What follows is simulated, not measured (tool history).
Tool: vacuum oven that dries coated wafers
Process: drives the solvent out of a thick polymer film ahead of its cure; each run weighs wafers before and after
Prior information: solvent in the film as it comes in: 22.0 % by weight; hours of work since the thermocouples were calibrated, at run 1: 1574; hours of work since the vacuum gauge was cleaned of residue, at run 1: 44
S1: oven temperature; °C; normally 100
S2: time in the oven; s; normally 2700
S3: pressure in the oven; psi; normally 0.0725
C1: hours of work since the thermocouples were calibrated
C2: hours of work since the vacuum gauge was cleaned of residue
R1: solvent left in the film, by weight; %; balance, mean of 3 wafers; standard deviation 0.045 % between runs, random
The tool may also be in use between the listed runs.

run	hour	S1	S2	S3	C1	C2	R1
1	0.0	100	2700	0.0725	1574	44	1.80
2	31.2	100	2700	0.0725	1596	65	1.85
3	55.1	100	2700	0.0725	1612	82	1.84
4	75.7	100	2700	0.1804	1627	97	2.14
5	116.2	100	2700	0.1804	1655	125	2.21
6	134.3	100	2700	0.1804	1668	138	2.19
# hour 161.0: oven's thermocouples calibrated
7	163.7	100	2700	0.1804	2	157	1.95
8	184.4	100	2700	0.1804	16	171	2.07
9	201.3	100	2700	0.0725	28	183	1.71
10	228.0	100	2700	0.0725	47	202	1.63
11	266.7	100	2700	0.0725	74	229	1.73
12	301.3	100	3120	0.0725	98	253	1.29
# hour 321.9: oven's thermocouples calibrated, once more
13	332.6	88	1740	0.0879	7	273	7.62
14	366.6	104	2700	0.0725	31	297	1.33
15	408.4	100	2700	0.2543	60	326	2.62
16	443.1	100	2700	0.2543	85	351	2.64
17	463.5	100	1920	0.0476	99	365	3.57
18	488.1	100	1620	0.0476	116	382	4.71
19	527.2	86	3180	0.0476	144	409	4.37
20	544.5	86	3180	0.0476	156	421	4.32
21	564.9	85	2580	0.1888	170	436	6.43
22	594.5	85	2580	0.1888	190	456	6.53
23	634.1	99	1500	0.0687	218	484	5.45
24	654.4	99	1500	0.0687	232	498	5.53

Consider 5 possible next runs. They are alternatives, not a sequence: every one starts from the tool as it was left by run 24. What does each give?
A	683.1	105	2760	0.0532	252	518	?
B	683.1	105	2700	0.2503	252	518	?
C	683.1	100	3180	0.0725	252	518	?
D	683.1	111	3120	0.2360	252	518	?
E	683.1	99	1500	0.0545	252	518	?

run	R1
A	1.28
B	1.74
C	1.48
D	0.79
E	5.40
Without the tool's unlogged condition, the same runs would have read:
run	R1
A	1.24
B	1.71
C	1.43
D	0.75
E	5.41

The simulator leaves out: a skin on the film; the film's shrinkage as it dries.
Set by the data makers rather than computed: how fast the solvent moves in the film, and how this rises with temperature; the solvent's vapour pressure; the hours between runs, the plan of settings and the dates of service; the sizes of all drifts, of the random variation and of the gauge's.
